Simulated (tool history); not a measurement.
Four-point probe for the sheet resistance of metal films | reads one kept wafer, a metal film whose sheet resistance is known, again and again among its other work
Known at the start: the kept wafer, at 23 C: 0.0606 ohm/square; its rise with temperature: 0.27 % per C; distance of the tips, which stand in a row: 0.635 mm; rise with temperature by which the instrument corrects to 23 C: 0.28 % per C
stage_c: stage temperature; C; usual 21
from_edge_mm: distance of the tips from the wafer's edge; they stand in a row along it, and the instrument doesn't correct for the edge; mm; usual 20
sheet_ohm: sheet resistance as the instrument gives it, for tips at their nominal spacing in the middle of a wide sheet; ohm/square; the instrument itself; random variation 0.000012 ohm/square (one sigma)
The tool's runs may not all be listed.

| run | hour | stage_c | from_edge_mm | sheet_ohm |
|---|---|---|---|---|
| 1 | 0.0 | 21 | 20 | 0.061054 |
| 2 | 44.3 | 21 | 20 | 0.061039 |
| 3 | 87.9 | 21 | 20 | 0.061041 |
| 4 | 133.9 | 21 | 3 | 0.062447 |
| 5 | 158.2 | 21 | 3 | 0.062453 |
| 6 | 183.6 | 21 | 3 | 0.062440 |
| 7 | 211.9 | 21 | 20 | 0.061074 |
| 8 | 236.3 | 21 | 20 | 0.061079 |
| 9 | 288.1 | 21 | 20 | 0.061054 |
| 10 | 319.9 | 19 | 16 | 0.061098 |
|  | 324.8 | stage's thermometer calibrated |
| 11 | 357.9 | 31 | 39 | 0.060979 |
| 12 | 384.8 | 31 | 39 | 0.060979 |
| 13 | 431.3 | 31 | 39 | 0.060985 |
| 14 | 473.7 | 23 | 52 | 0.061049 |
| 15 | 512.6 | 35 | 13 | 0.061048 |
| 16 | 561.9 | 20 | 13 | 0.061150 |
| 17 | 593.0 | 20 | 13 | 0.061164 |
| 18 | 625.5 | 24 | 22 | 0.061073 |

5 ways to go on from here, each from the tool as it stands after run 18. What would each give?
|  | 641.5 | stage's thermometer calibrated, once more |
| A | 672.6 | 29 | 29 | ? |
|  | 641.5 | stage's thermometer calibrated, once more |
| B | 672.6 | 29 | 8 | ? |
|  | 641.5 | stage's thermometer calibrated, once more |
| C | 672.6 | 27 | 41 | ? |
|  | 641.5 | stage's thermometer calibrated, once more |
| D | 672.6 | 26 | 6 | ? |
|  | 641.5 | stage's thermometer calibrated, once more |
| E | 672.6 | 23 | 8 | ? |

| run | sheet_ohm |
|---|---|
| A | 0.061041 |
| B | 0.061232 |
| C | 0.061053 |
| D | 0.061413 |
| E | 0.061263 |
Without the tool's hidden state the same runs would have given:
| run | sheet_ohm |
|---|---|
| A | 0.060576 |
| B | 0.060765 |
| C | 0.060587 |
| D | 0.060944 |
| E | 0.060795 |
